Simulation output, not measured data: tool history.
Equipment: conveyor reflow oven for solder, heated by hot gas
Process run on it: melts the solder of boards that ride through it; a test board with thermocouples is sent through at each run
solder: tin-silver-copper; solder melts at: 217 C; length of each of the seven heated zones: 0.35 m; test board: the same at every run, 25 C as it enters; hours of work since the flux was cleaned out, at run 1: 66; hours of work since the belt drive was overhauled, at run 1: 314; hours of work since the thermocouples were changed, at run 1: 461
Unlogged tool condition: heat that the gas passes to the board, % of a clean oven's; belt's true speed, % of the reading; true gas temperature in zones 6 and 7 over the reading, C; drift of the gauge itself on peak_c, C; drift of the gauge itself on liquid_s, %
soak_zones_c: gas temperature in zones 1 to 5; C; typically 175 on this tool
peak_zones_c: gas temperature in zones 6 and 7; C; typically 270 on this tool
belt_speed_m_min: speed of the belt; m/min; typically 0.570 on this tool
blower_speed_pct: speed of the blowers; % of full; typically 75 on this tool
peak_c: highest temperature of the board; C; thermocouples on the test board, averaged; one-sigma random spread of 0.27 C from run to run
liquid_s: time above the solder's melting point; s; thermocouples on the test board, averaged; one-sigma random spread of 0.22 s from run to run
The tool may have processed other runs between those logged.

| run | hour | soak_zones_c | peak_zones_c | belt_speed_m_min | blower_speed_pct | hours of work since the flux was cleaned out | hours of work since the belt drive was overhauled | hours of work since the thermocouples were changed | peak_c | liquid_s |
|---|---|---|---|---|---|---|---|---|---|---|
| 1 | 0.0 | 175 | 270 | 0.570 | 75 | 66 | 314 | 461 | 251.1 | 55.1 |
| 2 | 22.6 | 175 | 279 | 0.570 | 75 | 75 | 323 | 470 | 258.9 | 60.3 |
| 3 | 47.7 | 175 | 279 | 0.570 | 71 | 85 | 334 | 481 | 258.3 | 59.1 |
| 4 | 61.9 | 175 | 279 | 0.570 | 71 | 91 | 340 | 487 | 258.3 | 59.4 |
| 5 | 81.8 | 175 | 270 | 0.570 | 75 | 100 | 348 | 495 | 251.6 | 54.8 |
| 6 | 109.6 | 175 | 270 | 0.570 | 75 | 111 | 360 | 507 | 251.6 | 54.8 |
| 7 | 124.1 | 175 | 270 | 0.570 | 75 | 117 | 366 | 513 | 251.3 | 54.4 |
| 8 | 149.5 | 175 | 270 | 0.570 | 62 | 128 | 376 | 523 | 248.1 | 52.0 |
| 9 | 166.3 | 175 | 270 | 0.570 | 84 | 135 | 383 | 530 | 252.5 | 56.3 |
| 10 | 186.3 | 164 | 270 | 0.570 | 75 | 143 | 392 | 539 | 248.4 | 49.4 |
| 11 | 216.5 | 164 | 270 | 0.570 | 75 | 156 | 404 | 551 | 248.9 | 49.2 |
| 12 | 238.4 | 164 | 270 | 0.570 | 75 | 165 | 413 | 561 | 248.7 | 49.0 |
| 13 | 269.1 | 164 | 270 | 0.570 | 75 | 178 | 426 | 573 | 248.5 | 49.0 |
|  | 279.5 | flux residue cleaned out of gas plates and filters |
| 14 | 302.6 | 164 | 267 | 0.570 | 75 | 10 | 438 | 585 | 247.1 | 48.2 |
| 15 | 326.7 | 164 | 267 | 0.570 | 75 | 20 | 448 | 595 | 247.2 | 48.1 |
| 16 | 354.7 | 161 | 278 | 0.570 | 75 | 31 | 460 | 607 | 256.1 | 53.4 |
| 17 | 371.5 | 175 | 270 | 0.505 | 85 | 38 | 467 | 614 | 256.5 | 67.9 |
| 18 | 393.3 | 175 | 279 | 0.526 | 71 | 48 | 476 | 623 | 261.2 | 66.9 |
| 19 | 414.7 | 178 | 279 | 0.491 | 71 | 56 | 485 | 632 | 263.9 | 75.0 |
| 20 | 436.5 | 178 | 279 | 0.491 | 71 | 66 | 494 | 641 | 263.8 | 74.6 |
| 21 | 458.7 | 170 | 270 | 0.635 | 75 | 75 | 503 | 651 | 246.5 | 43.0 |
| 22 | 474.9 | 170 | 270 | 0.635 | 75 | 82 | 510 | 657 | 246.3 | 43.2 |
| 23 | 493.1 | 163 | 265 | 0.626 | 73 | 89 | 518 | 665 | 240.6 | 36.7 |
| 24 | 516.2 | 167 | 279 | 0.570 | 75 | 99 | 527 | 675 | 257.3 | 56.8 |
| 25 | 537.4 | 167 | 279 | 0.570 | 75 | 108 | 536 | 683 | 257.3 | 56.3 |
| 26 | 564.6 | 167 | 271 | 0.570 | 75 | 119 | 548 | 695 | 250.1 | 51.1 |
| 27 | 595.8 | 166 | 271 | 0.472 | 65 | 132 | 561 | 708 | 254.2 | 66.7 |
| 28 | 622.8 | 188 | 275 | 0.629 | 51 | 143 | 572 | 719 | 247.9 | 50.1 |
| 29 | 636.9 | 188 | 275 | 0.629 | 51 | 149 | 578 | 725 | 247.7 | 49.5 |
| 30 | 664.9 | 188 | 275 | 0.629 | 51 | 161 | 589 | 737 | 248.2 | 49.8 |

Below are 5 alternative next runs, each starting from the tool's condition after run 30. Predict each:
| A | 682.7 | 177 | 282 | 0.570 | 65 | 168 | 597 | 744 | ? | ? |
| B | 682.7 | 188 | 275 | 0.508 | 51 | 168 | 597 | 744 | ? | ? |
| C | 682.7 | 163 | 259 | 0.570 | 84 | 168 | 597 | 744 | ? | ? |
| D | 682.7 | 190 | 261 | 0.570 | 56 | 168 | 597 | 744 | ? | ? |
| E | 682.7 | 167 | 275 | 0.629 | 54 | 168 | 597 | 744 | ? | ? |

| run | peak_c | liquid_s |
|---|---|---|
| A | 258.8 | 60.1 |
| B | 256.2 | 70.8 |
| C | 240.1 | 42.2 |
| D | 242.3 | 52.5 |
| E | 243.5 | 39.0 |
Stripped of hidden state, with their random variation kept, the same runs would have yielded:
| run | peak_c | liquid_s |
|---|---|---|
| A | 261.0 | 60.5 |
| B | 258.0 | 71.0 |
| C | 242.5 | 44.0 |
| D | 244.2 | 53.6 |
| E | 245.5 | 40.2 |
